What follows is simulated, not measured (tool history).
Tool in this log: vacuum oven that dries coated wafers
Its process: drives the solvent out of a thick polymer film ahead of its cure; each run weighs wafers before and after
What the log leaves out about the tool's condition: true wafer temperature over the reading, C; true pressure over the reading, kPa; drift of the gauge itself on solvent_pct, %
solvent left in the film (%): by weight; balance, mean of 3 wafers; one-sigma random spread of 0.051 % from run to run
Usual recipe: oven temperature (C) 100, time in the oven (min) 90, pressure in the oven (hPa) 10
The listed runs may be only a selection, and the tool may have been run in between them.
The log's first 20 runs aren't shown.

run   hour  oven temperature (C)  time in the oven (min)  pressure in the oven (hPa)  hours of work since the thermocouples were calibrated  hours of work since the vacuum gauge was cleaned of residue  solvent left in the film (%)
 21    181                   100                     149                        19.2                                                    695                                                          242                             1
 22    189                   100                     149                        19.2                                                    700                                                          247                           0.9
 23  197.8                    86                      90                          10                                                    705                                                          252                          4.72
 24  207.4                    99                      56                         5.4                                                    711                                                          258                          3.28
 25  213.9                   100                      90                        18.3                                                    715                                                          262                          1.63
 26  226.3                   100                      62                        23.3                                                    723                                                          270                          3.21
 27  234.8                   103                     149                         9.1                                                    728                                                          275                          0.49
 28  243.5                   103                     149                         9.1                                                    734                                                          281                          0.43
 29  249.4                   103                     149                         9.1                                                    737                                                          284                          0.46
 30  261.6                    95                     103                        27.4                                                    745                                                          292                          2.57
 31  268.5                   103                      89                        27.4                                                    749                                                          296                          1.64

Forecast each of these 3 alternatives for the next run:
  A  279.6                    97                     155                        20.8                                                    756                                                          303                             ?
  B  279.6                   100                      90                        30.1                                                    756                                                          303                             ?
  C  279.6                   103                     141                         6.7                                                    756                                                          303                             ?

run  solvent left in the film (%)
  A                           1.3
  B                          2.28
  C                          0.38
What these runs would have given with no unlogged condition in the tool:
run  solvent left in the film (%)
  A                          1.15
  B                          2.05
  C                          0.31
